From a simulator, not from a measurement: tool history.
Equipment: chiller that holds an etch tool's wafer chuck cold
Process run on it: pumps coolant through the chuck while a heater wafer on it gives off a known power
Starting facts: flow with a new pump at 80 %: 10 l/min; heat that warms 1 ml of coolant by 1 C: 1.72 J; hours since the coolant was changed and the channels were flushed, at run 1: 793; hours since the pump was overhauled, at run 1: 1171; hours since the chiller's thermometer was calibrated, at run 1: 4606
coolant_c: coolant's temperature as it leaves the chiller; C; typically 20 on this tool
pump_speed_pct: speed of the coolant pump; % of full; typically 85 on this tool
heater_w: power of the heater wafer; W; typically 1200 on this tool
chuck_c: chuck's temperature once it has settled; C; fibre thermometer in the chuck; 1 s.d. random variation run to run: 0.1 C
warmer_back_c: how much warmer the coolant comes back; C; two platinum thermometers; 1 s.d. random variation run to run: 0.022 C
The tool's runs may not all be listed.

run	hour	coolant_c	pump_speed_pct	heater_w	hours since the coolant was changed and the channels were flushed	hours since the pump was overhauled	hours since the chiller's thermometer was calibrated	chuck_c	warmer_back_c
1	0.0	20	85	1200	793	1171	4606	30.3	3.95
2	28.3	20	85	1200	821	1199	4634	30.2	3.97
3	57.0	20	85	1200	850	1228	4663	30.2	3.91
4	88.6	20	85	1209	881	1259	4694	30.2	3.96
5	121.8	20	85	1200	914	1292	4727	30.3	3.95
6	152.8	20	85	1200	945	1323	4758	30.1	3.96
7	196.4	20	82	1200	989	1367	4802	30.6	4.14
# hour 204.4: coolant pump overhauled
8	234.9	13	85	1200	1023	31	4836	23.2	3.95
# hour 260.0: chiller's thermometer calibrated
9	267.9	10	85	1200	1055	63	8	20.5	3.96
10	306.9	20	85	1200	1094	102	47	30.3	3.97
11	339.5	20	94	1200	1126	134	79	29.6	3.56
12	377.1	20	80	1069	1164	172	117	29.8	3.78
13	396.3	17	84	636	1183	191	136	22.6	2.12
14	437.4	17	84	636	1224	232	177	22.7	2.16
# hour 453.8: coolant pump overhauled, once more
15	480.1	20	76	749	1262	26	215	27.2	2.76
16	508.6	30	62	670	1290	55	244	37.6	3.09
17	542.6	30	62	670	1324	89	278	37.7	3.13
18	566.9	26	65	1200	1349	113	302	39.2	5.26
19	604.4	26	65	1200	1386	151	339	39.1	5.29

For each entry between runs, how does the tool's hidden state at the last listed run before it compare with that at the first listed run after it?
Run 7 -> run 8: coolant pump overhauled (hour 204.4)
  heat passed by the chuck's channels, % of clean ones': 96.9 -> 96.8; flow at a given pump speed, % of a new pump's: 99.2 -> 98.8
  difference, measured minus the result without the unlogged condition, chuck_c: +0.1 -> +0.1 C; warmer_back_c: +0.03 -> +0.04 C
Run 8 -> run 9: chiller's thermometer calibrated (hour 260.0)
  heat passed by the chuck's channels, % of clean ones': 96.8 -> 96.7; flow at a given pump speed, % of a new pump's: 98.8 -> 98.7; coolant's true temperature over the reading, C: -0.22 -> -0.01
  difference, measured minus the result without the unlogged condition, chuck_c: +0.1 -> +0.4 C; warmer_back_c: +0.04 -> +0.05 C
Run 14 -> run 15: coolant pump overhauled, once more (hour 453.8)
  heat passed by the chuck's channels, % of clean ones': 96.3 -> 96.2; flow at a given pump speed, % of a new pump's: 98.6 -> 98.8
  difference, measured minus the result without the unlogged condition, chuck_c: +0.2 -> +0.3 C; warmer_back_c: +0.04 -> +0.04 C

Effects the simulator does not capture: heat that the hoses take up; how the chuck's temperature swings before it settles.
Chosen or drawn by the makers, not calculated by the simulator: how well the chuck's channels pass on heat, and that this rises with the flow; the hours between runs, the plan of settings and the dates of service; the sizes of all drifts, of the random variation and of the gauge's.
